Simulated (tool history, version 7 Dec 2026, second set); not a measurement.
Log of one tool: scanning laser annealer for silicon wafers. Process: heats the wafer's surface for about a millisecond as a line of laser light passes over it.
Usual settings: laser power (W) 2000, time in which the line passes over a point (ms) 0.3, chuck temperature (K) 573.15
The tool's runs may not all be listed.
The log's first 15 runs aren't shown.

run   hour  laser power (W)  time in which the line passes over a point (ms)  chuck temperature (K)  highest temperature of the surface (K)
 16  150.8             2000                                              0.3                 593.15                                 1373.15
 17    162             2000                                              0.3                 593.15                                 1371.15
 18  173.5             2000                                              0.3                 593.15                                 1367.15
 19  188.7             2110                                              0.3                 593.15                                 1421.15
 20    201             2110                                              0.3                 593.15                                 1415.15
 21  210.1             2000                                              0.3                 573.15                                 1343.15
 22  220.2             2000                                              0.3                 573.15                                 1347.15
 23  234.9             2069                                              0.3                 552.15                                 1355.15
 24  246.5             1922                                            0.279                 552.15                                 1264.15
 25  254.6             1922                                            0.291                 552.15                                 1280.15
 26  266.1             2000                                            0.293                 567.15                                 1328.15
 27    278             1931                                            0.369                 567.15                                 1377.15
 28  292.1             2000                                              0.3                 545.15                                 1313.15
     297.7  -- optics aligned, line set to its width
 29  307.9             2000                                            0.291                 559.15                                 1310.15

Run 30 comes next. What will it give?
 30  314.6             2000                                            0.291                 559.15                                       ?

Run 30 gave highest temperature of the surface (K) 1312.15.
Without the tool's hidden state the same run would have given highest temperature of the surface (K) 1358.15.
